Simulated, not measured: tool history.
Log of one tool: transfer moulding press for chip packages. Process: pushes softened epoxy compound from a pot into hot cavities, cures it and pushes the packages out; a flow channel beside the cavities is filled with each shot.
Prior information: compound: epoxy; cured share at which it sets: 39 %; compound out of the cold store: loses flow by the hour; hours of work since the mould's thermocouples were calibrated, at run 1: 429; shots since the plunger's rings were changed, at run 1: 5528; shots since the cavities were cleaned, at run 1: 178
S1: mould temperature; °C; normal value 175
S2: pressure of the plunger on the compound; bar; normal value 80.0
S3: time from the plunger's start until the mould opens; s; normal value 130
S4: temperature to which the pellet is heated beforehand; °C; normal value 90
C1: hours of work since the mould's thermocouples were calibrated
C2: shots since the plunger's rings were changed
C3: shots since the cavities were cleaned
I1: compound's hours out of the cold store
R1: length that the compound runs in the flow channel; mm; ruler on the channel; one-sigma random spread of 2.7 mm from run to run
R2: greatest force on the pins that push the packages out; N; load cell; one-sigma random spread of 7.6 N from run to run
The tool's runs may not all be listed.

run	hour	S1	S2	S3	S4	C1	C2	C3	I1	R1	R2
1	0.0	175	80.0	130	90	429	5528	178	39.7	443	393
2	16.9	175	80.0	130	90	441	5704	354	15.8	466	479
3	28.6	175	82.7	130	90	449	5825	475	39.9	444	484
# hour 43.8: plunger's sealing rings changed
4	51.2	175	80.0	130	81	463	76	684	47.9	483	528
5	69.6	175	80.0	130	81	475	267	875	30.6	504	614
# hour 82.2: cavities cleaned with cleaning compound and waxed
6	96.4	175	76.2	130	81	493	530	147	20.0	496	427
7	109.8	175	80.0	130	90	502	670	287	45.8	477	440
8	129.9	175	93.0	130	90	516	880	497	24.8	539	523
9	148.1	175	93.0	130	90	528	1069	686	32.9	528	576
10	159.5	175	93.0	130	90	536	1187	804	44.2	517	582
# hour 178.7: cavities cleaned with cleaning compound and waxed
11	182.4	175	93.0	130	90	551	1410	38	12.4	551	370
12	198.5	175	80.0	130	90	562	1577	205	30.5	491	436
13	217.1	175	80.0	130	90	575	1770	398	21.1	500	513
14	233.0	175	80.0	130	90	585	1935	563	26.7	490	522
15	255.9	175	80.0	130	90	601	2173	801	8.3	506	621
# hour 274.7: cavities cleaned with cleaning compound and waxed
16	278.7	175	80.0	120	90	616	2395	41	14.3	498	452
17	295.8	169	61.7	137	86	628	2574	220	45.7	413	558
18	314.3	169	61.7	151	82	640	2766	412	38.1	419	547
19	327.3	169	61.7	151	88	649	2901	547	26.3	430	587
20	348.4	169	61.7	151	88	664	3121	767	23.5	429	678
# hour 352.3: mould's thermocouples calibrated
21	370.2	175	80.0	130	88	12	3326	972	20.1	482	630
# hour 374.0: cavities cleaned with cleaning compound and waxed
22	384.0	173	63.6	158	87	21	3454	104	47.2	408	343
23	396.0	173	63.6	158	87	29	3578	228	40.5	415	382
24	417.3	175	85.7	125	90	44	3800	450	46.8	468	558
25	433.7	175	85.7	111	90	55	3971	621	9.7	512	792
# hour 438.1: mould's thermocouples calibrated, once more
26	452.9	175	85.7	111	90	10	4149	799	46.9	464	725
# hour 472.5: cavities cleaned with cleaning compound and waxed
27	475.5	175	80.0	148	90	25	4370	32	33.4	461	285
28	494.2	175	65.7	136	90	37	4563	225	14.9	429	403

Alternative continuations, all from the tool just after run 28; predict every row:
A	517.4	177	80.0	146	91	53	4804	466	42.0	?	?
B	517.4	175	75.4	143	90	53	4804	466	37.0	?	?
C	517.4	168	65.7	136	88	53	4804	466	14.4	?	?
D	517.4	180	62.0	153	90	53	4804	466	44.7	?	?

run	R1	R2
A	447	424
B	435	438
C	437	708
D	388	383
Without the tool's unlogged condition, the same runs would have read:
run	R1	R2
A	489	281
B	476	289
C	479	463
D	425	252
